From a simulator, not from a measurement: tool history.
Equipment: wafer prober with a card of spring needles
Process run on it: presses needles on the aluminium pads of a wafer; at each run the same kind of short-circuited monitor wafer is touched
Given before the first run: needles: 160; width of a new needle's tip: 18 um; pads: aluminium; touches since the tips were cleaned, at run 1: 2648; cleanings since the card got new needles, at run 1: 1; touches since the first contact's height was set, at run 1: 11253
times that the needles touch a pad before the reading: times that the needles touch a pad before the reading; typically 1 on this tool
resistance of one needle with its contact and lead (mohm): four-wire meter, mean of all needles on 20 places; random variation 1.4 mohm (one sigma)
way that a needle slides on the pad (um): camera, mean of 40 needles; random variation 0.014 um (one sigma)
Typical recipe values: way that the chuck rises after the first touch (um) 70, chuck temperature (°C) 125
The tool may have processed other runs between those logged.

run   hour  way that the chuck rises after the first touch (um)  chuck temperature (°C)  times that the needles touch a pad before the reading  touches since the tips were cleaned  cleanings since the card got new needles  touches since the first contact's height was set  resistance of one needle with its contact and lead (mohm)  way that a needle slides on the pad (um)
  1      0                                                   70                     125                                                      1                                 2648                                         1                                             11253                                                        120                                      16.9
  2    7.8                                                   70                     125                                                      1                                 6521                                         1                                             15126                                                        121                                     16.88
      10.9  -- tips cleaned on abrasive film
  3   20.6                                                   70                     125                                                      1                                 4793                                         2                                             21418                                                        123                                     16.89
        28  -- tips cleaned on abrasive film
  4   32.9                                                   70                     125                                                      1                                 2399                                         3                                             27484                                                        120                                     16.89
  5   38.7                                                   70                     125                                                      1                                 5291                                         3                                             30376                                                        121                                     16.91
      44.2  -- tips cleaned on abrasive film
  6   51.1                                                   70                     125                                                      1                                 3388                                         4                                             36476                                                        121                                      16.9
      60.3  -- tips cleaned on abrasive film
  7   61.3                                                   70                     125                                                      1                                  491                                         5                                             41512                                                        119                                      16.9
  8   70.7                                                   70                     125                                                      1                                 5159                                         5                                             46180                                                        121                                      16.9
      77.2  -- tips cleaned on abrasive film
  9   77.9                                                   70                     125                                                      1                                  305                                         6                                             49690                                                        119                                     16.88
 10   85.5                                                   70                     125                                                      1                                 4086                                         6                                             53471                                                        121                                      16.9
      93.6  -- tips cleaned on abrasive film
 11   95.2                                                   70                     125                                                      1                                  797                                         7                                             58279                                                        123                                     16.88
 12  102.4                                                   70                     125                                                      1                                 4339                                         7                                             61821                                                        122                                     16.89
 13  108.3                                                   70                     125                                                      1                                 7297                                         7                                             64779                                                        122                                      16.9
     110.4  -- tips cleaned on abrasive film
 14  115.1                                                   70                      26                                                      1                                 2337                                         8                                             68089                                                        110                                      16.9
 15  122.2                                                   70                      26                                                      2                                 5892                                         8                                             71644                                                        107                                     16.86
       125  -- height of the first contact set anew
     127.4  -- tips cleaned on abrasive film
 16    129                                                   70                     125                                                      1                                  785                                         9                                              1948                                                        122                                     16.88
 17  135.9                                                   70                     125                                                      2                                 4209                                         9                                              5372                                                        123                                     16.91
     144.5  -- tips cleaned on abrasive film
 18  145.4                                                   70                     125                                                      2                                  441                                        10                                             10033                                                        120                                     16.89
 19  154.7                                                   70                      43                                                      1                                 5062                                        10                                             14654                                                        110                                     16.91
     160.9  -- tips cleaned on abrasive film
 20  164.5                                                   74                      83                                                      2                                 1764                                        11                                             19469                                                        115                                     17.84
 21  173.6                                                   70                     110                                                      3                                 6307                                        11                                             24012                                                        119                                     16.88
     177.5  -- tips cleaned on abrasive film
 22  179.8                                                   66                     115                                                      2                                 1118                                        12                                             27039                                                        121                                     15.93
 23  188.7                                                   70                     125                                                      1                                 5549                                        12                                             31470                                                        121                                     16.87
     194.3  -- tips cleaned on abrasive film
 24  201.7                                                   70                     125                                                      1                                 3684                                        13                                             37872                                                        121                                     16.89
     211.2  -- tips cleaned on abrasive film
 25  213.3                                                   70                     125                                                      1                                 1039                                        14                                             43573                                                        120                                      16.9
 26  225.5                                                   59                      67                                                      1                                 7133                                        14                                             49667                                                        116                                     14.25
     227.5  -- tips cleaned on abrasive film
 27  237.3                                                   59                      67                                                      1                                 4835                                        15                                             55450                                                        115                                     14.22
     243.8  -- tips cleaned on abrasive film
 28  245.6                                                   59                      67                                                      1                                  931                                        16                                             59558                                                        116                                     14.24
 29  256.3                                                   55                      67                                                      1                                 6220                                        16                                             64847                                                        118                                     13.26
     260.2  -- tips cleaned on abrasive film
 30  262.4                                                   70                      97                                                      1                                 1121                                        17                                             67857                                                        118                                     16.89
 31  271.4                                                   73                     107                                                      3                                 5590                                        17                                             72326                                                        117                                      17.6
     272.4  -- height of the first contact set anew
     276.9  -- tips cleaned on abrasive film
 32  280.9                                                   66                     125                                                      2                                 1973                                        18                                              4167                                                        121                                     15.92
 33  287.9                                                   61                      69                                                      2                                 5463                                        18                                              7657                                                        116                                     14.69
     293.7  -- tips cleaned on abrasive film
 34  294.7                                                   69                      49                                                      2                                  488                                        19                                             10950                                                        111                                     16.65
 35  305.5                                                   87                      69                                                      2                                 5879                                        19                                             16341                                                        111                                     21.03

For each entry between runs, how does the tool's hidden state at the last listed run before it compare with that at the first listed run after it?
Logged between run 2 and run 3: tips cleaned on abrasive film (hour 10.9)
  debris on the tips, nm: 4.1 -> 3.8
Logged between run 3 and run 4: tips cleaned on abrasive film (hour 28)
  debris on the tips, nm: 3.8 -> 3; way that the needles fall short of the set height, um: 0 -> 0.01
Logged between run 5 and run 6: tips cleaned on abrasive film (hour 44.2)
  debris on the tips, nm: 4 -> 3.4
Logged between run 6 and run 7: tips cleaned on abrasive film (hour 60.3)
  debris on the tips, nm: 3.4 -> 1
Logged between run 8 and run 9: tips cleaned on abrasive film (hour 77.2)
  debris on the tips, nm: 3.9 -> 0.9
Logged between run 10 and run 11: tips cleaned on abrasive film (hour 93.6)
  debris on the tips, nm: 3.7 -> 1.8; tips' diameter, um: 18 -> 18.01
Logged between run 13 and run 14: tips cleaned on abrasive film (hour 110.4)
  debris on the tips, nm: 4.1 -> 2.8; way that the needles fall short of the set height, um: 0.01 -> 0.02
Logged between run 15 and run 16: height of the first contact set anew (hour 125); tips cleaned on abrasive film (hour 127.4)
  debris on the tips, nm: 4 -> 1.5; way that the needles fall short of the set height, um: 0.02 -> 0
Logged between run 17 and run 18: tips cleaned on abrasive film (hour 144.5)
  debris on the tips, nm: 3.7 -> 1.2
Logged between run 19 and run 20: tips cleaned on abrasive film (hour 160.9)
  debris on the tips, nm: 3.9 -> 2.6; way that the needles fall short of the set height, um: 0 -> 0.01
Logged between run 21 and run 22: tips cleaned on abrasive film (hour 177.5)
  debris on the tips, nm: 4 -> 2.1
Logged between run 23 and run 24: tips cleaned on abrasive film (hour 194.3)
  debris on the tips, nm: 4 -> 3.5
Logged between run 24 and run 25: tips cleaned on abrasive film (hour 211.2)
  debris on the tips, nm: 3.5 -> 1.8
Logged between run 26 and run 27: tips cleaned on abrasive film (hour 227.5)
  debris on the tips, nm: 4.1 -> 3.8; way that the needles fall short of the set height, um: 0.01 -> 0.02
Logged between run 27 and run 28: tips cleaned on abrasive film (hour 243.8)
  debris on the tips, nm: 3.8 -> 1.4
Logged between run 29 and run 30: tips cleaned on abrasive film (hour 260.2)
  debris on the tips, nm: 4 -> 2
Logged between run 31 and run 32: height of the first contact set anew (hour 272.4); tips cleaned on abrasive film (hour 276.9)
  debris on the tips, nm: 3.9 -> 2.7; way that the needles fall short of the set height, um: 0.02 -> 0
Logged between run 33 and run 34: tips cleaned on abrasive film (hour 293.7)
  debris on the tips, nm: 3.9 -> 1.1; way that the needles fall short of the set height, um: 0 -> 0.01; tips' diameter, um: 18.01 -> 18.02

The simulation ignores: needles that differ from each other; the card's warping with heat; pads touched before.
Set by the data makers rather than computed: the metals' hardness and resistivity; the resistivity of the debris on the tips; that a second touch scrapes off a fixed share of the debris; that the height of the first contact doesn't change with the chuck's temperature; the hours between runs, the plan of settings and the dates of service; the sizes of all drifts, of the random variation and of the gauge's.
